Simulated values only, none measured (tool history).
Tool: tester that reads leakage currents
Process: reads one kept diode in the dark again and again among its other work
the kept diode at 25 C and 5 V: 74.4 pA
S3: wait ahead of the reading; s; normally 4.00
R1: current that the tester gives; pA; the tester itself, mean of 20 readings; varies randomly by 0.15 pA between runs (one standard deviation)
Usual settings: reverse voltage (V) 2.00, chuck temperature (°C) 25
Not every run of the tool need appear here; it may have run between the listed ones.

run 1 day=0.000 | reverse_voltage_(V)=2.00 chuck_temperature_(°C)=25 S3=4.00 | R1=47.10
run 2 day=4.354 | reverse_voltage_(V)=2.00 chuck_temperature_(°C)=25 S3=4.00 | R1=46.91
run 3 day=9.054 | reverse_voltage_(V)=2.50 chuck_temperature_(°C)=25 S3=4.00 | R1=52.47
run 4 day=11.754 | reverse_voltage_(V)=2.00 chuck_temperature_(°C)=55 S3=4.00 | R1=343.13
run 5 day=14.117 | reverse_voltage_(V)=2.00 chuck_temperature_(°C)=25 S3=1.82 | R1=46.99
run 6 day=19.175 | reverse_voltage_(V)=15.83 chuck_temperature_(°C)=25 S3=4.00 | R1=142.27
run 7 day=24.183 | reverse_voltage_(V)=2.00 chuck_temperature_(°C)=25 S3=5.66 | R1=46.58

Run 8 has not been measured yet. What should we expect?
run 8 day=29.321 | reverse_voltage_(V)=3.75 chuck_temperature_(°C)=25 S3=0.33 | R1=?

R1: 67.19 pA
The same run, on a tool lacking any hidden state, would have yielded R1 66.46 pA.
